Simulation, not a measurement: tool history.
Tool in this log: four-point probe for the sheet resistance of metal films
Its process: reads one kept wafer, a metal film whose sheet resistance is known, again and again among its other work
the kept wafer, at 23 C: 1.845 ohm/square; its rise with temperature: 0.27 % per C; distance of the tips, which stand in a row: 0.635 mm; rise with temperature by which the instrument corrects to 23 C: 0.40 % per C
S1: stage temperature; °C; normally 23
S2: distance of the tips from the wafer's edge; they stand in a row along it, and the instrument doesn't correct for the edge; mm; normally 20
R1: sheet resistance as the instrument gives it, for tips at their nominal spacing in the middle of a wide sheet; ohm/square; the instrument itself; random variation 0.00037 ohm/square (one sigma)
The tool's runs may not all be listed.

Run 1, day 0: usual settings. Result: R1 1.851415 ohm/square.
Run 2, day 0.588: usual settings. Result: R1 1.851725 ohm/square.
Run 3, day 1.042: usual settings but S2 23 mm. Result: R1 1.851025 ohm/square.
Run 4, day 1.8: usual settings but S2 4 mm. Result: R1 1.875679 ohm/square.
Run 5, day 2.279: usual settings. Result: R1 1.851909 ohm/square.
Run 6, day 2.958: usual settings but S1 19 °C. Result: R1 1.86213 ohm/square.
Run 7, day 3.717: usual settings but S1 19 °C. Result: R1 1.861517 ohm/square.
Run 8, day 4.117: usual settings but S2 8 mm. Result: R1 1.857483 ohm/square.
Run 9, day 4.721: usual settings but S2 8 mm. Result: R1 1.857863 ohm/square.
Run 10, day 5.238: usual settings but S2 11 mm. Result: R1 1.854465 ohm/square.
Run 11, day 6.05: usual settings but S1 19 °C. Result: R1 1.862105 ohm/square.
Run 12, day 6.75: usual settings but S1 19 °C. Result: R1 1.862234 ohm/square.
Run 13, day 7.262: usual settings but S2 13 mm. Result: R1 1.853919 ohm/square.
Run 14, day 7.658: usual settings but S2 24 mm. Result: R1 1.852521 ohm/square.
Run 15, day 8.571: usual settings but S2 24 mm. Result: R1 1.853332 ohm/square.
Run 16, day 9.371: usual settings but S2 24 mm. Result: R1 1.85321 ohm/square.
Run 17, day 9.838: usual settings but S1 30 °C, S2 16 mm. Result: R1 1.837558 ohm/square.
Run 18, day 10.408: usual settings but S1 18 °C, S2 5 mm. Result: R1 1.880873 ohm/square.
Run 19, day 11.246: usual settings but S1 31 °C, S2 58 mm. Result: R1 1.833499 ohm/square.
Run 20, day 11.862: usual settings but S1 31 °C, S2 58 mm. Result: R1 1.834267 ohm/square.
Run 21, day 12.733: usual settings but S1 31 °C, S2 5 mm. Result: R1 1.84966 ohm/square.
Run 22, day 13.308: usual settings but S1 19 °C, S2 29 mm. Result: R1 1.863008 ohm/square.
Run 23, day 14.146: usual settings but S1 34 °C, S2 16 mm. Result: R1 1.828908 ohm/square.
Run 24, day 14.596: usual settings but S1 19 °C, S2 4 mm. Result: R1 1.888049 ohm/square.
Run 25, day 15.358: usual settings but S1 33 °C, S2 8 mm. Result: R1 1.836422 ohm/square.
Run 26, day 15.958: usual settings but S1 25 °C, S2 4 mm. Result: R1 1.873207 ohm/square.
Run 27, day 16.696: usual settings but S1 25 °C, S2 4 mm. Result: R1 1.873167 ohm/square.
Run 28, day 17.096: usual settings but S1 27 °C, S2 22 mm. Result: R1 1.84474 ohm/square.
Run 29, day 17.821: usual settings but S1 28 °C. Result: R1 1.842143 ohm/square.

Here are 3 independent what-if runs from the current tool condition. What would each one return?
Run A, day 18.721: usual settings but S2 71 mm. Result: R1 ?.
Run B, day 18.721: usual settings but S1 22 °C. Result: R1 ?.
Run C, day 18.721: usual settings but S1 31 °C, S2 12 mm. Result: R1 ?.

run        R1
  A  1.853778
  B  1.857558
  C  1.836945
What these runs would have given with no unlogged condition in the tool:
run        R1
  A  1.845162
  B  1.848922
  C  1.828431
